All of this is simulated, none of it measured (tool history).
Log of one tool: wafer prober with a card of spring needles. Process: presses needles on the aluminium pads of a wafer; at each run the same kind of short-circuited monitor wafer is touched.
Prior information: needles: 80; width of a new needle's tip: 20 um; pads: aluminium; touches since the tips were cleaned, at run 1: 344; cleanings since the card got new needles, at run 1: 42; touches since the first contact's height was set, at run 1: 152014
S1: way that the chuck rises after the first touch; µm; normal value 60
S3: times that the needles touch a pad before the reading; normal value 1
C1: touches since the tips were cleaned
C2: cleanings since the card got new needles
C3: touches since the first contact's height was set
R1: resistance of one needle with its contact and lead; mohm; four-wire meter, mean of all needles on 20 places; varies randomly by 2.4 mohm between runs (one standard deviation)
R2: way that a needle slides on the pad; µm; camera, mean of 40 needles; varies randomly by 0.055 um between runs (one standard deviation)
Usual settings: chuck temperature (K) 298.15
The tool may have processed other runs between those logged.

run 1 hour=0.0 | S1=60 chuck_temperature_(K)=298.15 S3=1 | C1=344 C2=42 C3=152014 | R1=278 R2=11.04
-- hour=10.1 tips cleaned on abrasive film
run 2 hour=10.3 | S1=60 chuck_temperature_(K)=298.15 S3=2 | C1=40 C2=43 C3=155571 | R1=273 R2=11.01
-- hour=20.6 tips cleaned on abrasive film
run 3 hour=24.0 | S1=60 chuck_temperature_(K)=298.15 S3=2 | C1=1185 C2=44 C3=160339 | R1=276 R2=11.04
-- hour=31.5 tips cleaned on abrasive film
run 4 hour=36.5 | S1=60 chuck_temperature_(K)=298.15 S3=2 | C1=1760 C2=45 C3=164702 | R1=276 R2=10.97
-- hour=41.8 tips cleaned on abrasive film
-- hour=52.2 tips cleaned on abrasive film
run 5 hour=52.4 | S1=60 chuck_temperature_(K)=298.15 S3=2 | C1=79 C2=47 C3=170202 | R1=275 R2=10.99
-- hour=62.3 tips cleaned on abrasive film
run 6 hour=67.2 | S1=60 chuck_temperature_(K)=298.15 S3=2 | C1=1705 C2=48 C3=175343 | R1=278 R2=10.94
-- hour=72.5 tips cleaned on abrasive film
run 7 hour=75.0 | S1=60 chuck_temperature_(K)=298.15 S3=2 | C1=864 C2=49 C3=178047 | R1=277 R2=11.01
-- hour=83.0 tips cleaned on abrasive film
run 8 hour=85.8 | S1=60 chuck_temperature_(K)=298.15 S3=2 | C1=975 C2=50 C3=181790 | R1=272 R2=10.94
-- hour=93.1 tips cleaned on abrasive film
run 9 hour=100.2 | S1=60 chuck_temperature_(K)=298.15 S3=2 | C1=2489 C2=51 C3=186804 | R1=274 R2=10.90
-- hour=103.5 tips cleaned on abrasive film
run 10 hour=110.7 | S1=75 chuck_temperature_(K)=316.15 S3=2 | C1=2526 C2=52 C3=190442 | R1=280 R2=13.64
-- hour=113.6 tips cleaned on abrasive film
run 11 hour=123.2 | S1=69 chuck_temperature_(K)=380.15 S3=1 | C1=3359 C2=53 C3=194775 | R1=298 R2=12.46
-- hour=124.5 tips cleaned on abrasive film
-- hour=134.7 tips cleaned on abrasive film
run 12 hour=137.5 | S1=71 chuck_temperature_(K)=388.15 S3=2 | C1=979 C2=55 C3=199709 | R1=300 R2=12.89
-- hour=144.7 tips cleaned on abrasive film
run 13 hour=152.9 | S1=43 chuck_temperature_(K)=298.15 S3=2 | C1=2873 C2=56 C3=205082 | R1=287 R2=7.77
-- hour=155.2 tips cleaned on abrasive film
run 14 hour=161.4 | S1=43 chuck_temperature_(K)=298.15 S3=2 | C1=2174 C2=57 C3=208038 | R1=278 R2=7.75
-- hour=165.1 tips cleaned on abrasive film
run 15 hour=170.0 | S1=60 chuck_temperature_(K)=298.15 S3=2 | C1=1723 C2=58 C3=211007 | R1=276 R2=10.83
-- hour=174.8 gauge calibrated
-- hour=174.9 tips cleaned on abrasive film
run 16 hour=177.3 | S1=60 chuck_temperature_(K)=298.15 S3=2 | C1=861 C2=59 C3=213545 | R1=272 R2=11.15

Below are 3 alternative next runs, each starting from the tool's condition after run 16. Predict each:
-- hour=185.2 tips cleaned on abrasive film
run A hour=186.4 | S1=62 chuck_temperature_(K)=298.15 S3=2 | C1=430 C2=60 C3=216681 | R1=? R2=?
-- hour=185.2 tips cleaned on abrasive film
run B hour=186.4 | S1=73 chuck_temperature_(K)=336.15 S3=1 | C1=430 C2=60 C3=216681 | R1=? R2=?
-- hour=185.2 tips cleaned on abrasive film
run C hour=186.4 | S1=45 chuck_temperature_(K)=298.15 S3=1 | C1=430 C2=60 C3=216681 | R1=? R2=?

run=A R1=275 R2=11.34
run=B R1=284 R2=13.32
run=C R1=280 R2=8.25
Had the tool no hidden state, the same runs would have come out as:
run=A R1=275 R2=11.36
run=B R1=284 R2=13.35
run=C R1=279 R2=8.27
